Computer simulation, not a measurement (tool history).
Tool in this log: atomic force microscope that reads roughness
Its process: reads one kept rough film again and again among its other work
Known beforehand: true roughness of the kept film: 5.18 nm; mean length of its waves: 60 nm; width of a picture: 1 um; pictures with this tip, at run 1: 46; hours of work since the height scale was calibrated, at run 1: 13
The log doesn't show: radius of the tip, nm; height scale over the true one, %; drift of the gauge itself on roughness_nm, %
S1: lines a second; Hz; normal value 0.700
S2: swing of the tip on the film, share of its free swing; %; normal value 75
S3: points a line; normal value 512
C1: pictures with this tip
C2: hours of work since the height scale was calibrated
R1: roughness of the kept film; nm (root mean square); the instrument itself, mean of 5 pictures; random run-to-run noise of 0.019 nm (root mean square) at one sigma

run    day     S1  S2   S3   C1  C2     R1
  1  0.000  0.700  75  512   46  13  4.465
  2  0.533  0.700  75  512   58  19  4.492
  3  1.008  0.700  85  512   68  23  4.264
  4  1.279  0.700  85  565   73  26  4.244
  5  1.829  0.700  85  565   85  32  4.218
  6  2.279  0.700  85  565   95  36  4.212
  7  2.588  0.700  85  565  101  39  4.197
     2.688  -- height scale calibrated on a step standard
  8  2.996  1.019  61  355  109   3  4.371
  9  3.350  1.019  61  355  117   7  4.370

Run 10 comes next. What will it give?
 10  3.983  1.019  61  355  130  13   ?

{"run 10": {"R1": 4.337}}
The same run, on a tool lacking any hidden state, would have yielded R1 4.707 nm (root mean square).
